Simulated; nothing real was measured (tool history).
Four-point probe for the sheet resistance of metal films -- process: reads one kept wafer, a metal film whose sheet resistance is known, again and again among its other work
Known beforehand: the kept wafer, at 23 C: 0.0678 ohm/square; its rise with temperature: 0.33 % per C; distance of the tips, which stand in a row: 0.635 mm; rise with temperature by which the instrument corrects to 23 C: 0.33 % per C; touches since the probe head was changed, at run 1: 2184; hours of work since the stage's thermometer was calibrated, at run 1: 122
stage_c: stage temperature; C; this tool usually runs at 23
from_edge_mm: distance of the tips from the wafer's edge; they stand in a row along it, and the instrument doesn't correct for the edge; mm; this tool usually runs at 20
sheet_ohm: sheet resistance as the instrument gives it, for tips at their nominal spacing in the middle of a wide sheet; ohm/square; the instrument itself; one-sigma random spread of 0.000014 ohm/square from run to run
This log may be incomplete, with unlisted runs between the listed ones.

run	hour	stage_c	from_edge_mm	touches since the probe head was changed	hours of work since the stage's thermometer was calibrated	sheet_ohm
1	0.0	23	20	2184	122	0.067882
2	18.7	23	20	3206	135	0.067894
3	30.8	23	20	3864	143	0.067868
4	43.1	23	20	4535	151	0.067825
5	54.5	23	20	5156	159	0.067857
6	64.6	23	20	5702	165	0.067851
7	78.0	23	20	6435	174	0.067877
8	98.2	23	63	7536	188	0.067833

Run 9 comes next. What will it give?
9	107.3	23	63	8033	194	?

{"run 9": {"sheet_ohm": 0.067815}}
With the hidden condition absent and the run-to-run variation left alone, this run would have shown sheet_ohm 0.067794 ohm/square.
